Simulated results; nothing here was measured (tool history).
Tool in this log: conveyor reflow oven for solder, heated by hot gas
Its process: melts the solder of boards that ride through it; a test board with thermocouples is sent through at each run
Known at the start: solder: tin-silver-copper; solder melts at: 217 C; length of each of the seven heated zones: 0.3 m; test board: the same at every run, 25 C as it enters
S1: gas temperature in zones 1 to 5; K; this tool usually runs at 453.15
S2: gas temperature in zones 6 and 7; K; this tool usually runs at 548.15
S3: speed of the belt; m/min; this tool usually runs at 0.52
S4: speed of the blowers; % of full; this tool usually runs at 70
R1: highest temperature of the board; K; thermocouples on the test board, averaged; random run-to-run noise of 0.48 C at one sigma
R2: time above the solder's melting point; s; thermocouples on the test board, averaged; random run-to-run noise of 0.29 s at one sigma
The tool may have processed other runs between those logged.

Run 1, hour 0: usual settings. Result: R1 527.45 K, R2 54.5 s.
Run 2, hour 6.6: usual settings. Result: R1 527.75 K, R2 54.9 s.
Run 3, hour 11: usual settings but S1 459.15 K. Result: R1 528.95 K, R2 57.4 s.
Run 4, hour 15.7: usual settings but S1 466.15 K. Result: R1 531.15 K, R2 61.7 s.
Run 5, hour 20.1: usual settings but S1 466.15 K. Result: R1 530.45 K, R2 61.3 s.
Run 6, hour 24.6: usual settings. Result: R1 528.15 K, R2 54.1 s.
Run 7, hour 28.6: usual settings but S2 537.15 K. Result: R1 518.45 K, R2 48.4 s.
Run 8, hour 33.9: usual settings but S2 537.15 K. Result: R1 518.35 K, R2 48.4 s.
Run 9, hour 40.9: usual settings but S2 537.15 K. Result: R1 519.15 K, R2 48 s.
Run 10, hour 48.8: usual settings. Result: R1 528.05 K, R2 54.5 s.
Run 11, hour 56: usual settings. Result: R1 527.35 K, R2 54.7 s.
Run 12, hour 62.6: usual settings. Result: R1 527.35 K, R2 54.5 s.
At hour 68.4: flux residue cleaned out of gas plates and filters.
Run 13, hour 75.6: usual settings. Result: R1 526.45 K, R2 53 s.
Run 14, hour 84.3: usual settings. Result: R1 526.65 K, R2 53.5 s.
Run 15, hour 91.5: usual settings. Result: R1 526.25 K, R2 53.2 s.
Run 16, hour 97.3: usual settings but S1 462.15 K, S2 539.15 K, S4 84 % of full. Result: R1 523.25 K, R2 55.7 s.
At hour 105.7: flux residue cleaned out of gas plates and filters, once more.
Run 17, hour 108.7: usual settings but S1 440.15 K, S2 539.15 K, S3 0.502 m/min, S4 67 % of full. Result: R1 520.65 K, R2 47.4 s.
Run 18, hour 117.9: usual settings but S2 562.15 K, S4 57 % of full. Result: R1 537.65 K, R2 60.2 s.
Run 19, hour 126.2: usual settings but S2 547.15 K, S3 0.448 m/min, S4 65 % of full. Result: R1 532.35 K, R2 67.7 s.
Run 20, hour 132.1: usual settings but S2 547.15 K, S3 0.448 m/min, S4 65 % of full. Result: R1 532.75 K, R2 66.8 s.
Run 21, hour 138: usual settings but S3 0.589 m/min. Result: R1 525.85 K, R2 46 s.
Run 22, hour 144.1: usual settings but S1 460.15 K, S2 544.15 K. Result: R1 527.15 K, R2 57.1 s.
Run 23, hour 150.2: usual settings but S1 442.15 K, S2 551.15 K, S3 0.44 m/min, S4 89 % of full. Result: R1 539.05 K, R2 68.8 s.
Run 24, hour 156.5: usual settings but S1 442.15 K, S2 551.15 K, S3 0.601 m/min, S4 78 % of full. Result: R1 526.25 K, R2 43.3 s.
Run 25, hour 162.1: usual settings but S1 460.15 K, S2 551.15 K, S3 0.481 m/min, S4 78 % of full. Result: R1 536.55 K, R2 67.9 s.
Run 26, hour 169.8: usual settings but S1 460.15 K, S2 551.15 K, S3 0.481 m/min, S4 78 % of full. Result: R1 536.95 K, R2 67.6 s.
Run 27, hour 174.4: usual settings but S1 460.15 K, S2 556.15 K, S3 0.471 m/min, S4 79 % of full. Result: R1 541.95 K, R2 71.7 s.

Here are 4 independent what-if runs from the current tool condition. What would each one return?
Run A, hour 179.2: usual settings but S1 460.15 K, S2 556.15 K, S3 0.471 m/min, S4 57 % of full. Result: R1 ?, R2 ?.
Run B, hour 179.2: usual settings but S1 459.15 K, S2 549.15 K, S3 0.471 m/min, S4 76 % of full. Result: R1 ?, R2 ?.
Run C, hour 179.2: usual settings but S1 465.15 K, S3 0.469 m/min. Result: R1 ?, R2 ?.
Run D, hour 179.2: usual settings but S1 445.15 K, S2 557.15 K. Result: R1 ?, R2 ?.

run      R1    R2
  A  537.25  69.1
  B  534.85  67.9
  C  534.65  70.8
  D  535.55  56.6
Had the tool no hidden state, the same runs would have come out as:
run      R1    R2
  A  538.15  69.2
  B  535.85  67.9
  C  535.55  70.8
  D  536.55  56.8
